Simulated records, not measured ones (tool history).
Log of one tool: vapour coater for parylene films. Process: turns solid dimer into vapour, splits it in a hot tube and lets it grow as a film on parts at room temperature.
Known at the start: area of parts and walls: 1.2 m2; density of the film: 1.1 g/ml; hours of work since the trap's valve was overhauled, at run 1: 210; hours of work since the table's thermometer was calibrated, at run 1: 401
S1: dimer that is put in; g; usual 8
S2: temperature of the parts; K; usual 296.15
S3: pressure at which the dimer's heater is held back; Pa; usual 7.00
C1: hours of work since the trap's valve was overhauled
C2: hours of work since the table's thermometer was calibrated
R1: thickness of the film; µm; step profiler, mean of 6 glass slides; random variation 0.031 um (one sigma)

{"run": 1, "hour": 0.0, "S1": 8, "S2": 296.15, "S3": 7.0, "C1": 210, "C2": 401, "R1": 2.84}
{"run": 2, "hour": 8.9, "S1": 8, "S2": 296.15, "S3": 7.0, "C1": 216, "C2": 407, "R1": 2.82}
{"run": 3, "hour": 21.0, "S1": 8, "S2": 296.15, "S3": 7.0, "C1": 223, "C2": 414, "R1": 2.75}
{"run": 4, "hour": 36.4, "S1": 8, "S2": 296.15, "S3": 7.0, "C1": 233, "C2": 424, "R1": 2.8}
{"run": 5, "hour": 52.5, "S1": 8, "S2": 296.15, "S3": 3.55, "C1": 242, "C2": 434, "R1": 2.96}
{"run": 6, "hour": 66.2, "S1": 8, "S2": 296.15, "S3": 3.55, "C1": 251, "C2": 442, "R1": 2.99}
{"run": 7, "hour": 85.8, "S1": 8, "S2": 296.15, "S3": 3.55, "C1": 263, "C2": 454, "R1": 2.9}
{"run": 8, "hour": 99.2, "S1": 8, "S2": 296.15, "S3": 6.6, "C1": 271, "C2": 462, "R1": 2.79}
{"run": 9, "hour": 107.6, "S1": 8, "S2": 296.15, "S3": 6.6, "C1": 276, "C2": 468, "R1": 2.8}
{"run": 10, "hour": 117.9, "S1": 8, "S2": 296.15, "S3": 7.0, "C1": 283, "C2": 474, "R1": 2.75}
{"run": 11, "hour": 137.3, "S1": 8, "S2": 296.15, "S3": 7.0, "C1": 295, "C2": 486, "R1": 2.78}
{"run": 12, "hour": 155.8, "S1": 8, "S2": 296.15, "S3": 11.06, "C1": 306, "C2": 497, "R1": 2.63}
{"run": 13, "hour": 165.9, "S1": 8, "S2": 296.15, "S3": 7.0, "C1": 312, "C2": 504, "R1": 2.77}
{"run": 14, "hour": 186.1, "S1": 8, "S2": 300.15, "S3": 7.0, "C1": 325, "C2": 516, "R1": 2.54}
{"run": 15, "hour": 202.1, "S1": 6, "S2": 296.15, "S3": 7.0, "C1": 335, "C2": 526, "R1": 2.02}
{"run": 16, "hour": 217.0, "S1": 6, "S2": 296.15, "S3": 7.0, "C1": 344, "C2": 535, "R1": 2.05}
{"run": 17, "hour": 226.3, "S1": 6, "S2": 305.15, "S3": 7.0, "C1": 350, "C2": 541, "R1": 1.71}
{"run": 18, "hour": 244.0, "S1": 4, "S2": 296.15, "S3": 7.0, "C1": 361, "C2": 552, "R1": 1.35}
{"hour": 246.1, "done": "table's thermometer calibrated"}
{"run": 19, "hour": 260.6, "S1": 10, "S2": 306.15, "S3": 7.0, "C1": 370, "C2": 9, "R1": 2.89}
{"run": 20, "hour": 276.9, "S1": 10, "S2": 299.15, "S3": 7.0, "C1": 380, "C2": 19, "R1": 3.24}
{"run": 21, "hour": 290.4, "S1": 5, "S2": 292.15, "S3": 4.47, "C1": 389, "C2": 27, "R1": 1.85}
{"run": 22, "hour": 308.0, "S1": 5, "S2": 292.15, "S3": 3.12, "C1": 399, "C2": 38, "R1": 1.94}
{"run": 23, "hour": 321.8, "S1": 5, "S2": 292.15, "S3": 3.52, "C1": 408, "C2": 47, "R1": 1.84}
{"run": 24, "hour": 335.4, "S1": 4, "S2": 305.15, "S3": 4.67, "C1": 416, "C2": 55, "R1": 1.18}
{"run": 25, "hour": 349.0, "S1": 3, "S2": 289.15, "S3": 9.95, "C1": 425, "C2": 63, "R1": 1.14}
{"hour": 359.1, "done": "table's thermometer calibrated, once more"}
{"run": 26, "hour": 363.8, "S1": 3, "S2": 289.15, "S3": 9.95, "C1": 433, "C2": 3, "R1": 1.11}
{"run": 27, "hour": 381.0, "S1": 3, "S2": 289.15, "S3": 9.95, "C1": 444, "C2": 13, "R1": 1.09}
{"run": 28, "hour": 396.7, "S1": 4, "S2": 289.15, "S3": 3.05, "C1": 454, "C2": 23, "R1": 1.59}
{"hour": 404.6, "done": "trap's valve overhauled"}
{"run": 29, "hour": 409.6, "S1": 5, "S2": 288.15, "S3": 3.05, "C1": 3, "C2": 29, "R1": 2.2}
{"run": 30, "hour": 425.8, "S1": 5, "S2": 288.15, "S3": 3.05, "C1": 13, "C2": 39, "R1": 2.18}
{"run": 31, "hour": 443.6, "S1": 8, "S2": 303.15, "S3": 6.18, "C1": 24, "C2": 50, "R1": 2.66}

Forecast each of these 5 alternatives for the next run:
{"run": "A", "hour": 461.6, "S1": 3, "S2": 303.15, "S3": 7.0, "C1": 35, "C2": 61, "R1": "?"}
{"run": "B", "hour": 461.6, "S1": 5, "S2": 292.15, "S3": 4.42, "C1": 35, "C2": 61, "R1": "?"}
{"run": "C", "hour": 461.6, "S1": 5, "S2": 303.15, "S3": 3.51, "C1": 35, "C2": 61, "R1": "?"}
{"run": "D", "hour": 461.6, "S1": 5, "S2": 289.15, "S3": 7.0, "C1": 35, "C2": 61, "R1": "?"}
{"run": "E", "hour": 461.6, "S1": 5, "S2": 296.15, "S3": 3.09, "C1": 35, "C2": 61, "R1": "?"}

run=A R1=0.97
run=B R1=1.99
run=C R1=1.69
run=D R1=2.00
run=E R1=1.92
Without the tool's hidden state the same runs would have given:
run=A R1=0.98
run=B R1=2.01
run=C R1=1.71
run=D R1=2.02
run=E R1=1.94
